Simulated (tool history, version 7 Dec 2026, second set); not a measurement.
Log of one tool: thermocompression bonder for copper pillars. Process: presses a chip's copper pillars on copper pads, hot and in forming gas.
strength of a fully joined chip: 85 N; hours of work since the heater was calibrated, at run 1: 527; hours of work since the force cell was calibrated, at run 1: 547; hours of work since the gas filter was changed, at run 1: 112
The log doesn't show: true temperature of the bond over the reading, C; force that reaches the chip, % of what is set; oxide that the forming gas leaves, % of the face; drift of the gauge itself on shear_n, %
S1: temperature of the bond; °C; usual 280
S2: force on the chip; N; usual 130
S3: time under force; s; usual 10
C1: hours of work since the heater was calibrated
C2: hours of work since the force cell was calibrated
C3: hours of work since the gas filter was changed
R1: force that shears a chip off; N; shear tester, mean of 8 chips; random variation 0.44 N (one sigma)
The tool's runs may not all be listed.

Run 1, hour 0.0: usual settings; C1 527; C2 547; C3 112. Result: R1 58.3 N.
Run 2, hour 13.7: usual settings; C1 537; C2 557; C3 122. Result: R1 59.1 N.
At hour 21.7: forming gas filter changed.
Run 3, hour 30.2: usual settings; C1 549; C2 568; C3 6. Result: R1 59.0 N.
Run 4, hour 39.0: usual settings; C1 555; C2 574; C3 12. Result: R1 58.0 N.
Run 5, hour 50.8: usual settings; C1 563; C2 583; C3 21. Result: R1 58.7 N.
Run 6, hour 63.3: usual settings; C1 572; C2 592; C3 30. Result: R1 58.0 N.
Run 7, hour 78.5: usual settings; C1 583; C2 603; C3 40. Result: R1 59.1 N.
Run 8, hour 96.5: usual settings; C1 596; C2 615; C3 53. Result: R1 59.1 N.
Run 9, hour 110.0: usual settings; C1 605; C2 625; C3 63. Result: R1 59.3 N.
Run 10, hour 120.1: usual settings; C1 612; C2 632; C3 70. Result: R1 58.9 N.
Run 11, hour 138.8: usual settings but S1 295 °C; C1 626; C2 645; C3 83. Result: R1 63.3 N.
Run 12, hour 151.0: usual settings; C1 634; C2 654; C3 92. Result: R1 57.5 N.
Run 13, hour 167.0: usual settings; C1 646; C2 665; C3 103. Result: R1 59.2 N.
Run 14, hour 184.8: usual settings but S3 11 s; C1 658; C2 678; C3 116. Result: R1 60.7 N.
At hour 201.0: forming gas filter changed.
Run 15, hour 204.4: usual settings but S3 11 s; C1 672; C2 692; C3 2. Result: R1 60.3 N.
Run 16, hour 212.7: usual settings but S3 11 s; C1 678; C2 698; C3 8. Result: R1 60.9 N.
Run 17, hour 222.9: usual settings but S1 307 °C, S3 11 s; C1 685; C2 705; C3 16. Result: R1 68.8 N.
Run 18, hour 240.2: usual settings but S3 6 s; C1 698; C2 717; C3 28. Result: R1 50.6 N.
Run 19, hour 256.6: usual settings but S3 6 s; C1 709; C2 729; C3 40. Result: R1 50.4 N.
Run 20, hour 267.0: usual settings but S3 6 s; C1 717; C2 736; C3 47. Result: R1 50.2 N.
Run 21, hour 286.7: usual settings but S2 167 N, S3 13 s; C1 731; C2 750; C3 61. Result: R1 68.4 N.
Run 22, hour 296.2: usual settings but S1 273 °C, S2 100 N, S3 11 s; C1 737; C2 757; C3 68. Result: R1 51.3 N.
Run 23, hour 314.7: usual settings but S1 273 °C, S2 100 N, S3 6 s; C1 751; C2 770; C3 81. Result: R1 41.1 N.
Run 24, hour 327.2: usual settings but S1 265 °C, S2 100 N, S3 6 s; C1 759; C2 779; C3 90. Result: R1 39.4 N.
Run 25, hour 337.4: usual settings but S1 265 °C, S2 100 N, S3 6 s; C1 767; C2 786; C3 97. Result: R1 39.3 N.
Run 26, hour 356.0: usual settings but S1 271 °C, S2 136 N, S3 13 s; C1 780; C2 799; C3 110. Result: R1 61.1 N.
Run 27, hour 371.6: usual settings but S1 306 °C, S2 96 N; C1 791; C2 811; C3 121. Result: R1 59.3 N.
At hour 379.6: forming gas filter changed.
Run 28, hour 381.5: usual settings but S1 306 °C, S2 96 N; C1 798; C2 817; C3 1. Result: R1 60.1 N.
Run 29, hour 392.6: usual settings but S1 265 °C, S3 16 s; C1 805; C2 825; C3 9. Result: R1 61.0 N.
Run 30, hour 412.7: usual settings but S1 279 °C, S2 143 N, S3 19 s; C1 820; C2 839; C3 24. Result: R1 69.3 N.
Run 31, hour 430.3: usual settings but S1 279 °C, S2 143 N, S3 19 s; C1 832; C2 852; C3 36. Result: R1 70.3 N.
Run 32, hour 448.1: usual settings but S1 279 °C, S2 143 N, S3 19 s; C1 845; C2 865; C3 49. Result: R1 70.1 N.
Run 33, hour 460.8: usual settings but S1 279 °C, S2 143 N, S3 19 s; C1 854; C2 874; C3 58. Result: R1 69.6 N.
Run 34, hour 469.2: usual settings but S1 279 °C, S2 143 N, S3 19 s; C1 860; C2 880; C3 64. Result: R1 69.6 N.
Run 35, hour 480.5: usual settings but S1 279 °C, S2 108 N, S3 17 s; C1 868; C2 888; C3 72. Result: R1 61.9 N.
Run 36, hour 490.1: usual settings but S1 291 °C, S2 83 N, S3 5 s; C1 875; C2 894; C3 79. Result: R1 40.5 N.
Run 37, hour 508.1: usual settings but S1 291 °C, S2 83 N, S3 5 s; C1 888; C2 907; C3 91. Result: R1 40.3 N.
Run 38, hour 518.3: usual settings but S1 291 °C, S2 83 N, S3 5 s; C1 895; C2 914; C3 99. Result: R1 40.7 N.
Run 39, hour 533.5: usual settings but S1 291 °C, S2 83 N, S3 20 s; C1 906; C2 925; C3 109. Result: R1 61.7 N.

4 ways to go on from here, each from the tool as it stands after run 39. What would each give?
Run A, hour 549.4: usual settings but S1 310 °C, S2 133 N, S3 20 s; C1 917; C2 937; C3 121. Result: R1 ?.
Run B, hour 549.4: usual settings but S1 285 °C, S2 102 N, S3 7 s; C1 917; C2 937; C3 121. Result: R1 ?.
Run C, hour 549.4: usual settings but S1 276 °C, S2 192 N, S3 5 s; C1 917; C2 937; C3 121. Result: R1 ?.
Run D, hour 549.4: usual settings but S2 147 N, S3 17 s; C1 917; C2 937; C3 121. Result: R1 ?.

run    R1
  A  76.0
  B  48.8
  C  56.3
  D  70.3
Without the tool's hidden state the same runs would have given:
run    R1
  A  76.2
  B  48.8
  C  56.4
  D  70.4
